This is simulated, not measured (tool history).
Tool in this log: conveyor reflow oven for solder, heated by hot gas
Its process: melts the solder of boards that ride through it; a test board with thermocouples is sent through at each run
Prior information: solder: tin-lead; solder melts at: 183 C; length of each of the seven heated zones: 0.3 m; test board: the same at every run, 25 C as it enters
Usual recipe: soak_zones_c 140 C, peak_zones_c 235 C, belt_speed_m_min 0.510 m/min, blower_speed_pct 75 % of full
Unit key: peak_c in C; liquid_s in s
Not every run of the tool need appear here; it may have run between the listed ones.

| run | hour | soak_zones_c | peak_zones_c | belt_speed_m_min | blower_speed_pct | peak_c | liquid_s |
|---|---|---|---|---|---|---|---|
| 1 | 0.0 | 140 | 235 | 0.510 | 75 | 221.1 | 56.4 |
| 2 | 9.9 | 140 | 235 | 0.510 | 50 | 214.6 | 51.0 |
| 3 | 19.3 | 140 | 235 | 0.510 | 50 | 214.8 | 50.6 |
| 4 | 31.0 | 140 | 235 | 0.510 | 50 | 214.9 | 50.9 |
| 5 | 46.1 | 140 | 235 | 0.524 | 75 | 220.4 | 54.1 |
| 6 | 61.3 | 140 | 235 | 0.524 | 75 | 220.2 | 54.4 |
| 7 | 70.6 | 140 | 235 | 0.418 | 75 | 226.4 | 73.3 |
| 8 | 87.6 | 140 | 235 | 0.418 | 75 | 225.9 | 73.4 |
| 9 | 97.7 | 145 | 235 | 0.510 | 75 | 221.9 | 58.6 |
| 10 | 105.9 | 145 | 235 | 0.510 | 75 | 221.9 | 58.9 |
| 11 | 119.7 | 145 | 235 | 0.510 | 75 | 221.8 | 58.7 |
|  | 128.3 | flux residue cleaned out of gas plates and filters |
| 12 | 139.1 | 145 | 235 | 0.510 | 75 | 222.0 | 58.6 |
| 13 | 149.2 | 140 | 235 | 0.465 | 75 | 224.0 | 64.0 |

What does the tool deliver on the next run?
| 14 | 168.3 | 140 | 235 | 0.465 | 75 | ? | ? |

Run 14 measured peak_c 223.5 C, liquid_s 64.1 s.
Without the tool's hidden state the same run would have given peak_c 223.4 C, liquid_s 64.0 s.
